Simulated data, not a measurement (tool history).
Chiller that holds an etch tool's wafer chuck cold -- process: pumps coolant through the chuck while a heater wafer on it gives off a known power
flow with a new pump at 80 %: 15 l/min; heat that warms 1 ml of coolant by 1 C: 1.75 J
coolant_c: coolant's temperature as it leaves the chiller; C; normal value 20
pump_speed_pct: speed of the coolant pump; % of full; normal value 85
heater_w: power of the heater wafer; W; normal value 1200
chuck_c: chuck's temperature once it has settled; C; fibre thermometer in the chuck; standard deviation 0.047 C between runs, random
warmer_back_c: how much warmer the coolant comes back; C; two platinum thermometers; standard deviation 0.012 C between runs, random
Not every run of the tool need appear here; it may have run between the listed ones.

run 1 hour=0.0 | coolant_c=20 pump_speed_pct=85 heater_w=1200 | chuck_c=27.80 warmer_back_c=2.74
run 2 hour=37.1 | coolant_c=20 pump_speed_pct=94 heater_w=1200 | chuck_c=27.19 warmer_back_c=2.48
run 3 hour=74.9 | coolant_c=20 pump_speed_pct=94 heater_w=1200 | chuck_c=27.24 warmer_back_c=2.45
run 4 hour=101.7 | coolant_c=20 pump_speed_pct=85 heater_w=1200 | chuck_c=27.84 warmer_back_c=2.75
run 5 hour=139.5 | coolant_c=20 pump_speed_pct=76 heater_w=1200 | chuck_c=28.56 warmer_back_c=3.07
run 6 hour=177.7 | coolant_c=20 pump_speed_pct=76 heater_w=1200 | chuck_c=28.60 warmer_back_c=3.06
run 7 hour=216.9 | coolant_c=21 pump_speed_pct=76 heater_w=1200 | chuck_c=29.54 warmer_back_c=3.10
run 8 hour=251.6 | coolant_c=15 pump_speed_pct=75 heater_w=1256 | chuck_c=24.25 warmer_back_c=3.28
run 9 hour=288.4 | coolant_c=26 pump_speed_pct=85 heater_w=1200 | chuck_c=33.97 warmer_back_c=2.76
-- hour=296.9 coolant pump overhauled
run 10 hour=318.4 | coolant_c=11 pump_speed_pct=85 heater_w=1200 | chuck_c=19.20 warmer_back_c=2.87
run 11 hour=349.3 | coolant_c=11 pump_speed_pct=85 heater_w=1200 | chuck_c=19.17 warmer_back_c=2.88
run 12 hour=370.8 | coolant_c=16 pump_speed_pct=86 heater_w=941 | chuck_c=22.28 warmer_back_c=2.26
run 13 hour=408.2 | coolant_c=20 pump_speed_pct=63 heater_w=1200 | chuck_c=30.49 warmer_back_c=3.95
run 14 hour=444.5 | coolant_c=11 pump_speed_pct=69 heater_w=1275 | chuck_c=21.36 warmer_back_c=3.81

Predict each of these 3 candidate next runs independently; none follows another, all start after run 14:
-- hour=465.6 coolant pump overhauled, once more
run A hour=484.9 | coolant_c=10 pump_speed_pct=95 heater_w=694 | chuck_c=? warmer_back_c=?
-- hour=465.6 coolant pump overhauled, once more
run B hour=484.9 | coolant_c=11 pump_speed_pct=90 heater_w=668 | chuck_c=? warmer_back_c=?
-- hour=465.6 coolant pump overhauled, once more
run C hour=484.9 | coolant_c=11 pump_speed_pct=69 heater_w=1275 | chuck_c=? warmer_back_c=?

run=A chuck_c=13.70 warmer_back_c=1.33
run=B chuck_c=14.62 warmer_back_c=1.36
run=C chuck_c=20.41 warmer_back_c=3.39
With the hidden condition removed and each run's random variation left untouched, the same runs would have given:
run=A chuck_c=13.78 warmer_back_c=1.32
run=B chuck_c=14.70 warmer_back_c=1.35
run=C chuck_c=19.90 warmer_back_c=3.38

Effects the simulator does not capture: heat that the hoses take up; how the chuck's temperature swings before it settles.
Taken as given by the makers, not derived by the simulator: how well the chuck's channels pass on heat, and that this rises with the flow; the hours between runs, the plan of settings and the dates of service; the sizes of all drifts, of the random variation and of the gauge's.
